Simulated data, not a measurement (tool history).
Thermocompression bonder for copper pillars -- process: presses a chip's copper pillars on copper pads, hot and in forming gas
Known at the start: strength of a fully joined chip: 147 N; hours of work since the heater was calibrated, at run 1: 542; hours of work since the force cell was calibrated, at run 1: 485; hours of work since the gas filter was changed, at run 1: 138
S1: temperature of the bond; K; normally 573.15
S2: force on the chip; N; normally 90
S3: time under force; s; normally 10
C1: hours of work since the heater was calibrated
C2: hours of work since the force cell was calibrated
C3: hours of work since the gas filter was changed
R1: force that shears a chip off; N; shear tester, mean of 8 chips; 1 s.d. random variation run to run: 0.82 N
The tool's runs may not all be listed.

run 1 hour=0 | S1=573.15 S2=90 S3=10 | C1=542 C2=485 C3=138 | R1=113.9
-- hour=12.7 forming gas filter changed
run 2 hour=58.3 | S1=573.15 S2=90 S3=10 | C1=574 C2=516 C3=25 | R1=116.1
run 3 hour=133.9 | S1=573.15 S2=90 S3=10 | C1=616 C2=558 C3=67 | R1=114.6
run 4 hour=172.8 | S1=573.15 S2=90 S3=10 | C1=637 C2=579 C3=88 | R1=116.1
run 5 hour=243.8 | S1=573.15 S2=90 S3=25 | C1=676 C2=618 C3=127 | R1=132.9
-- hour=279.5 forming gas filter changed
run 6 hour=311.9 | S1=573.15 S2=90 S3=25 | C1=713 C2=655 C3=18 | R1=136
run 7 hour=354.7 | S1=573.15 S2=90 S3=25 | C1=737 C2=679 C3=41 | R1=134.1
run 8 hour=412.5 | S1=573.15 S2=106 S3=10 | C1=768 C2=710 C3=73 | R1=122.2
run 9 hour=445.6 | S1=573.15 S2=106 S3=10 | C1=786 C2=729 C3=91 | R1=121.2
run 10 hour=491.1 | S1=573.15 S2=73 S3=10 | C1=811 C2=754 C3=116 | R1=107.9
-- hour=545.7 forming gas filter changed
run 11 hour=555.6 | S1=573.15 S2=73 S3=10 | C1=847 C2=789 C3=5 | R1=111.6
run 12 hour=590.7 | S1=573.15 S2=90 S3=19 | C1=866 C2=808 C3=25 | R1=131.7
run 13 hour=657.4 | S1=573.15 S2=90 S3=19 | C1=902 C2=845 C3=61 | R1=130.7
run 14 hour=720.8 | S1=573.15 S2=90 S3=19 | C1=937 C2=879 C3=96 | R1=130
run 15 hour=770.4 | S1=573.15 S2=90 S3=10 | C1=965 C2=907 C3=123 | R1=118.3
-- hour=813 forming gas filter changed
run 16 hour=820 | S1=573.15 S2=90 S3=10 | C1=991 C2=934 C3=4 | R1=120.8
run 17 hour=878.6 | S1=573.15 S2=90 S3=10 | C1=1024 C2=966 C3=36 | R1=122.1
-- hour=921.1 heater calibrated with a thermocouple chip
run 18 hour=921.1 | S1=573.15 S2=90 S3=10 | C1=0 C2=988 C3=58 | R1=111.1
run 19 hour=977.3 | S1=573.15 S2=90 S3=10 | C1=31 C2=1019 C3=89 | R1=112
run 20 hour=1046.9 | S1=573.15 S2=90 S3=10 | C1=69 C2=1057 C3=127 | R1=110.8
-- hour=1082.6 forming gas filter changed
run 21 hour=1111.6 | S1=573.15 S2=74 S3=13 | C1=104 C2=1092 C3=16 | R1=113.2
-- hour=1149.7 force cell calibrated
run 22 hour=1149.7 | S1=573.15 S2=94 S3=13 | C1=124 C2=0 C3=36 | R1=117.9
run 23 hour=1189.9 | S1=573.15 S2=94 S3=13 | C1=146 C2=22 C3=58 | R1=117.7
run 24 hour=1224.5 | S1=558.15 S2=94 S3=6 | C1=165 C2=41 C3=77 | R1=83.5
run 25 hour=1270.3 | S1=558.15 S2=94 S3=6 | C1=191 C2=66 C3=102 | R1=84.4
run 26 hour=1345.4 | S1=558.15 S2=94 S3=6 | C1=232 C2=107 C3=143 | R1=84.8
-- hour=1352.2 forming gas filter changed
run 27 hour=1413.4 | S1=558.15 S2=94 S3=6 | C1=269 C2=145 C3=34 | R1=85.5
run 28 hour=1450 | S1=568.15 S2=68 S3=10 | C1=289 C2=165 C3=54 | R1=96.3
run 29 hour=1505.5 | S1=591.15 S2=92 S3=25 | C1=319 C2=195 C3=84 | R1=139.5
run 30 hour=1565.5 | S1=573.15 S2=78 S3=6 | C1=352 C2=228 C3=117 | R1=92.5
-- hour=1618.4 forming gas filter changed
run 31 hour=1638.9 | S1=564.15 S2=67 S3=6 | C1=392 C2=268 C3=11 | R1=80.4
run 32 hour=1708 | S1=582.15 S2=66 S3=6 | C1=430 C2=306 C3=49 | R1=96.1
run 33 hour=1786.1 | S1=573.15 S2=87 S3=10 | C1=473 C2=349 C3=92 | R1=111.4
run 34 hour=1848.9 | S1=600.15 S2=59 S3=17 | C1=508 C2=383 C3=126 | R1=129
-- hour=1885.1 forming gas filter changed
run 35 hour=1906 | S1=600.15 S2=59 S3=10 | C1=539 C2=414 C3=11 | R1=120.7
run 36 hour=1940.9 | S1=600.15 S2=59 S3=10 | C1=558 C2=433 C3=31 | R1=122.4
run 37 hour=2007.4 | S1=591.15 S2=90 S3=12 | C1=594 C2=470 C3=67 | R1=130.4
run 38 hour=2057.3 | S1=591.15 S2=90 S3=12 | C1=622 C2=497 C3=95 | R1=131
run 39 hour=2096.9 | S1=561.15 S2=101 S3=8 | C1=643 C2=519 C3=116 | R1=103.9

Take each entry between the runs: how does the hidden state at the last listed run before it differ from the hidden state at the first listed run after it?
After run 1, before run 2: forming gas filter changed (hour 12.7)
  true temperature of the bond over the reading, C: 6 -> 6.4; force that reaches the chip, % of what is set: 104 -> 104.3; oxide that the forming gas leaves, % of the face: 2.15 -> 0.93
  the result without the hidden state subtracted from the measured one, R1: +4.7 -> +6.6 N
After run 5, before run 6: forming gas filter changed (hour 279.5)
  true temperature of the bond over the reading, C: 7.7 -> 8.2; force that reaches the chip, % of what is set: 105 -> 105.3; oxide that the forming gas leaves, % of the face: 2.35 -> 0.89
  the result without the hidden state subtracted from the measured one, R1: +3.2 -> +5.5 N
After run 10, before run 11: forming gas filter changed (hour 545.7)
  true temperature of the bond over the reading, C: 9.4 -> 9.9; force that reaches the chip, % of what is set: 106.1 -> 106.4; oxide that the forming gas leaves, % of the face: 2.27 -> 0.59
  the result without the hidden state subtracted from the measured one, R1: +8.8 -> +11.2 N
After run 15, before run 16: forming gas filter changed (hour 813)
  true temperature of the bond over the reading, C: 11.4 -> 11.7; force that reaches the chip, % of what is set: 107.2 -> 107.5; oxide that the forming gas leaves, % of the face: 2.19 -> 0.64
  the result without the hidden state subtracted from the measured one, R1: +9.9 -> +12.1 N
After run 17, before run 18: heater calibrated with a thermocouple chip (hour 921.1)
  true temperature of the bond over the reading, C: 12.1 -> 1; force that reaches the chip, % of what is set: 107.7 -> 107.9; oxide that the forming gas leaves, % of the face: 1.1 -> 1.43
  the result without the hidden state subtracted from the measured one, R1: +12.2 -> +2.8 N
After run 20, before run 21: forming gas filter changed (hour 1082.6)
  true temperature of the bond over the reading, C: 1.8 -> 2.3; force that reaches the chip, % of what is set: 108.4 -> 108.7; oxide that the forming gas leaves, % of the face: 2.41 -> 0.73
  the result without the hidden state subtracted from the measured one, R1: +2.6 -> +5 N
After run 21, before run 22: force cell calibrated (hour 1149.7)
  true temperature of the bond over the reading, C: 2.3 -> 2.5; force that reaches the chip, % of what is set: 108.7 -> 100.5; oxide that the forming gas leaves, % of the face: 0.73 -> 1
  the result without the hidden state subtracted from the measured one, R1: +5 -> +1.6 N
After run 26, before run 27: forming gas filter changed (hour 1352.2)
  true temperature of the bond over the reading, C: 4 -> 4.5; force that reaches the chip, % of what is set: 101.3 -> 101.6; oxide that the forming gas leaves, % of the face: 2.51 -> 1.15
  the result without the hidden state subtracted from the measured one, R1: +2.6 -> +4.3 N
After run 30, before run 31: forming gas filter changed (hour 1618.4)
  true temperature of the bond over the reading, C: 5.6 -> 6.1; force that reaches the chip, % of what is set: 102.2 -> 102.6; oxide that the forming gas leaves, % of the face: 2.32 -> 0.82
  the result without the hidden state subtracted from the measured one, R1: +4.3 -> +6.3 N
After run 34, before run 35: forming gas filter changed (hour 1885.1)
  true temperature of the bond over the reading, C: 7.6 -> 8; force that reaches the chip, % of what is set: 103.5 -> 103.7; oxide that the forming gas leaves, % of the face: 2.49 -> 0.73
  the result without the hidden state subtracted from the measured one, R1: +2.7 -> +6.8 N
